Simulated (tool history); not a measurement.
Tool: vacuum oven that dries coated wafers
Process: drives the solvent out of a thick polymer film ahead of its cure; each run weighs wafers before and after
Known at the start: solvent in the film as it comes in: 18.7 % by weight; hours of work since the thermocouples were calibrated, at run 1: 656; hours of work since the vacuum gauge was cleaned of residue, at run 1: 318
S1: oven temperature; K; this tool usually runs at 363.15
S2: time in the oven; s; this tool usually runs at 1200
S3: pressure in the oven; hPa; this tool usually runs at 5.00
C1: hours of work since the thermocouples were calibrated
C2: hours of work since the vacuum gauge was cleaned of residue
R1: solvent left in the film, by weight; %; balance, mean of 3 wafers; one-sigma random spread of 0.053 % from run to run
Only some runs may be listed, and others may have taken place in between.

{"run": 1, "hour": 0.0, "S1": 363.15, "S2": 1200, "S3": 5.0, "C1": 656, "C2": 318, "R1": 2.0}
{"run": 2, "hour": 27.2, "S1": 363.15, "S2": 1440, "S3": 5.0, "C1": 675, "C2": 336, "R1": 1.43}
{"run": 3, "hour": 57.6, "S1": 363.15, "S2": 1440, "S3": 5.0, "C1": 696, "C2": 357, "R1": 1.49}
{"run": 4, "hour": 88.3, "S1": 363.15, "S2": 1200, "S3": 7.42, "C1": 717, "C2": 378, "R1": 2.1}
{"run": 5, "hour": 103.9, "S1": 363.15, "S2": 1200, "S3": 7.42, "C1": 727, "C2": 389, "R1": 2.27}
{"run": 6, "hour": 132.2, "S1": 363.15, "S2": 1320, "S3": 5.0, "C1": 746, "C2": 408, "R1": 1.67}
{"run": 7, "hour": 152.0, "S1": 363.15, "S2": 1200, "S3": 5.0, "C1": 760, "C2": 421, "R1": 1.99}
{"run": 8, "hour": 171.5, "S1": 363.15, "S2": 1200, "S3": 5.0, "C1": 773, "C2": 435, "R1": 1.98}
{"run": 9, "hour": 185.2, "S1": 363.15, "S2": 1200, "S3": 5.0, "C1": 783, "C2": 444, "R1": 2.11}
{"run": 10, "hour": 201.3, "S1": 363.15, "S2": 1200, "S3": 5.0, "C1": 794, "C2": 455, "R1": 2.07}
{"run": 11, "hour": 224.8, "S1": 363.15, "S2": 1200, "S3": 5.0, "C1": 810, "C2": 471, "R1": 2.03}
{"run": 12, "hour": 256.3, "S1": 363.15, "S2": 1200, "S3": 5.63, "C1": 831, "C2": 493, "R1": 2.08}
{"run": 13, "hour": 282.7, "S1": 363.15, "S2": 1200, "S3": 5.0, "C1": 849, "C2": 511, "R1": 2.03}
{"run": 14, "hour": 302.7, "S1": 363.15, "S2": 1200, "S3": 5.0, "C1": 863, "C2": 524, "R1": 1.99}
{"run": 15, "hour": 320.4, "S1": 363.15, "S2": 1200, "S3": 5.0, "C1": 875, "C2": 536, "R1": 2.01}
{"run": 16, "hour": 341.0, "S1": 363.15, "S2": 1200, "S3": 8.55, "C1": 889, "C2": 550, "R1": 2.34}
{"run": 17, "hour": 367.8, "S1": 363.15, "S2": 1200, "S3": 8.55, "C1": 907, "C2": 569, "R1": 2.43}
{"run": 18, "hour": 397.9, "S1": 363.15, "S2": 1200, "S3": 8.55, "C1": 928, "C2": 589, "R1": 2.48}
{"run": 19, "hour": 427.3, "S1": 363.15, "S2": 1200, "S3": 5.0, "C1": 948, "C2": 609, "R1": 2.11}
{"run": 20, "hour": 450.6, "S1": 363.15, "S2": 1200, "S3": 5.68, "C1": 964, "C2": 625, "R1": 2.16}
{"run": 21, "hour": 469.0, "S1": 363.15, "S2": 1140, "S3": 5.0, "C1": 976, "C2": 638, "R1": 2.33}
{"run": 22, "hour": 501.8, "S1": 364.15, "S2": 960, "S3": 5.0, "C1": 998, "C2": 660, "R1": 2.8}
{"run": 23, "hour": 522.1, "S1": 363.15, "S2": 840, "S3": 14.67, "C1": 1012, "C2": 674, "R1": 4.34}
{"run": 24, "hour": 536.2, "S1": 375.15, "S2": 1980, "S3": 4.64, "C1": 1022, "C2": 683, "R1": 0.43}
{"run": 25, "hour": 550.9, "S1": 355.15, "S2": 1200, "S3": 5.0, "C1": 1032, "C2": 693, "R1": 4.29}
{"run": 26, "hour": 576.3, "S1": 355.15, "S2": 1200, "S3": 5.0, "C1": 1049, "C2": 711, "R1": 4.33}
{"run": 27, "hour": 604.6, "S1": 355.15, "S2": 1200, "S3": 5.0, "C1": 1069, "C2": 730, "R1": 4.16}
{"hour": 607.9, "done": "vacuum gauge cleaned of residue and calibrated"}
{"run": 28, "hour": 619.6, "S1": 355.15, "S2": 1200, "S3": 5.0, "C1": 1078, "C2": 8, "R1": 4.31}
{"run": 29, "hour": 651.8, "S1": 350.15, "S2": 720, "S3": 5.0, "C1": 1100, "C2": 30, "R1": 8.7}
{"run": 30, "hour": 677.8, "S1": 377.15, "S2": 1200, "S3": 5.0, "C1": 1117, "C2": 48, "R1": 0.58}
{"run": 31, "hour": 710.2, "S1": 363.15, "S2": 2160, "S3": 5.0, "C1": 1140, "C2": 70, "R1": 0.91}
{"run": 32, "hour": 735.1, "S1": 363.15, "S2": 1560, "S3": 5.0, "C1": 1157, "C2": 87, "R1": 1.46}
{"run": 33, "hour": 764.6, "S1": 363.15, "S2": 1320, "S3": 3.43, "C1": 1177, "C2": 107, "R1": 1.76}
{"hour": 781.1, "done": "vacuum gauge cleaned of residue and calibrated, once more"}
{"run": 34, "hour": 795.1, "S1": 363.15, "S2": 1320, "S3": 3.43, "C1": 1196, "C2": 10, "R1": 1.62}
{"run": 35, "hour": 824.3, "S1": 370.15, "S2": 1260, "S3": 14.19, "C1": 1216, "C2": 29, "R1": 1.46}
{"run": 36, "hour": 853.3, "S1": 363.15, "S2": 1680, "S3": 5.0, "C1": 1236, "C2": 49, "R1": 1.18}
{"run": 37, "hour": 873.7, "S1": 363.15, "S2": 1680, "S3": 5.0, "C1": 1250, "C2": 63, "R1": 1.14}
{"run": 38, "hour": 899.5, "S1": 363.15, "S2": 1680, "S3": 5.0, "C1": 1268, "C2": 81, "R1": 1.25}
{"run": 39, "hour": 918.3, "S1": 363.15, "S2": 1680, "S3": 5.0, "C1": 1280, "C2": 94, "R1": 1.14}
{"run": 40, "hour": 949.1, "S1": 363.15, "S2": 1200, "S3": 10.2, "C1": 1301, "C2": 115, "R1": 2.59}
{"run": 41, "hour": 980.9, "S1": 350.15, "S2": 1200, "S3": 3.64, "C1": 1323, "C2": 136, "R1": 5.75}
{"run": 42, "hour": 999.4, "S1": 372.15, "S2": 1320, "S3": 9.91, "C1": 1336, "C2": 149, "R1": 0.88}

Some steps in R1 between neighbouring runs. How much of each would the tool show without its hidden state too (settings, what came in, random variation), and how much is left for the hidden state, with any gauge scatter that isn't in both results?
Unlogged tool condition in this case: true wafer temperature over the reading, C; true pressure over the reading, kPa; drift of the gauge itself on solvent_pct, %.
Run 24 -> 25: S1 375.15 -> 355.15, S2 1980 -> 1200, S3 4.64 -> 5.00. R1 +3.86 %: hidden state +0.37, all else +3.49.
Run 28 -> 29: S1 355.15 -> 350.15, S2 1200 -> 720. R1 +4.39 %: hidden state +0.00, all else +4.39.
Run 29 -> 30: S1 350.15 -> 377.15, S2 720 -> 1200. R1 -8.12 %: hidden state -0.39, all else -7.73.
Run 41 -> 42: S1 350.15 -> 372.15, S2 1200 -> 1320, S3 3.64 -> 9.91. R1 -4.87 %: hidden state -0.39, all else -4.48.
